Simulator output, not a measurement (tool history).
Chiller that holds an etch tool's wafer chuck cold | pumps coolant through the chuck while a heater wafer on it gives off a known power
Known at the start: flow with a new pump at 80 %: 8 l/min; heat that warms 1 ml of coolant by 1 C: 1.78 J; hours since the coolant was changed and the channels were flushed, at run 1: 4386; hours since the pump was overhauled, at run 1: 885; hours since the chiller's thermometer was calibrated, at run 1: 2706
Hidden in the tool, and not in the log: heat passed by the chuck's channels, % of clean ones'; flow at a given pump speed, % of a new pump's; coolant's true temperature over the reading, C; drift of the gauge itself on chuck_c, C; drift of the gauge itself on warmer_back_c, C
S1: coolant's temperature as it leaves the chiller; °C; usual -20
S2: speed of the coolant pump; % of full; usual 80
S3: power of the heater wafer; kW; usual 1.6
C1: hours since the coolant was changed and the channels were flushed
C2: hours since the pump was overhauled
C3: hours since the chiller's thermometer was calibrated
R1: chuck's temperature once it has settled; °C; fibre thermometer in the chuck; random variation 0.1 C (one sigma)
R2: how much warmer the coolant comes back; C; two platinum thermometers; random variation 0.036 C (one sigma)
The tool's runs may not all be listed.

Run 1, day 0: usual settings; C1 4386; C2 885; C3 2706. Result: R1 -6.7 °C, R2 6.95 C.
Run 2, day 3.354: usual settings; C1 4466; C2 966; C3 2786. Result: R1 -6.8 °C, R2 6.92 C.
Run 3, day 6.567: usual settings; C1 4543; C2 1043; C3 2863. Result: R1 -6.9 °C, R2 6.92 C.
Run 4, day 9.808: usual settings; C1 4621; C2 1121; C3 2941. Result: R1 -6.7 °C, R2 6.96 C.
Run 5, day 12.546: usual settings; C1 4687; C2 1187; C3 3007. Result: R1 -6.7 °C, R2 6.94 C.
Run 6, day 14.704: usual settings but S2 88 % of full; C1 4739; C2 1238; C3 3058. Result: R1 -7.6 °C, R2 6.31 C.
At day 15.862: coolant changed, channels flushed.
At day 16.346: chiller's thermometer calibrated.
Run 7, day 19.333: usual settings but S2 88 % of full; C1 82; C2 1342; C3 72. Result: R1 -8.5 °C, R2 6.3 C.
Run 8, day 23.158: usual settings but S1 -12 °C; C1 174; C2 1434; C3 163. Result: R1 0.4 °C, R2 7.03 C.
Run 9, day 26.342: usual settings but S1 -12 °C; C1 250; C2 1511; C3 240. Result: R1 0.3 °C, R2 7.1 C.
Run 10, day 29.475: usual settings but S1 -12 °C; C1 326; C2 1586; C3 315. Result: R1 0.4 °C, R2 7.1 C.
Run 11, day 32.642: usual settings but S1 -19 °C; C1 402; C2 1662; C3 391. Result: R1 -6.5 °C, R2 7.06 C.
Run 12, day 36.8: usual settings but S1 -29 °C, S2 98 % of full, S3 1.683 kW; C1 502; C2 1762; C3 491. Result: R1 -17.8 °C, R2 5.97 C.
Run 13, day 40.712: usual settings but S1 -11 °C, S2 63 % of full; C1 595; C2 1856; C3 585. Result: R1 4.2 °C, R2 9.15 C.
Run 14, day 43.704: usual settings but S1 -13 °C, S2 94 % of full; C1 667; C2 1927; C3 657. Result: R1 -1.8 °C, R2 6.03 C.
Run 15, day 45.567: usual settings but S2 71 % of full, S3 0.826 kW; C1 712; C2 1972; C3 701. Result: R1 -13.2 °C, R2 4.21 C.
Run 16, day 49.096: usual settings but S2 71 % of full, S3 0.826 kW; C1 797; C2 2057; C3 786. Result: R1 -13.1 °C, R2 4.25 C.
Run 17, day 52.954: usual settings but S2 71 % of full, S3 0.826 kW; C1 889; C2 2149; C3 879. Result: R1 -13 °C, R2 4.23 C.

The next listed run, before its measurement:
Run 18, day 55.942: usual settings but S2 71 % of full, S3 0.826 kW; C1 961; C2 2221; C3 950. Result: R1 ?, R2 ?.

Run 18 gave R1 -13.1 °C, R2 4.23 C.
Without the tool's hidden state the same run would have given R1 -13.3 °C, R2 3.97 C.

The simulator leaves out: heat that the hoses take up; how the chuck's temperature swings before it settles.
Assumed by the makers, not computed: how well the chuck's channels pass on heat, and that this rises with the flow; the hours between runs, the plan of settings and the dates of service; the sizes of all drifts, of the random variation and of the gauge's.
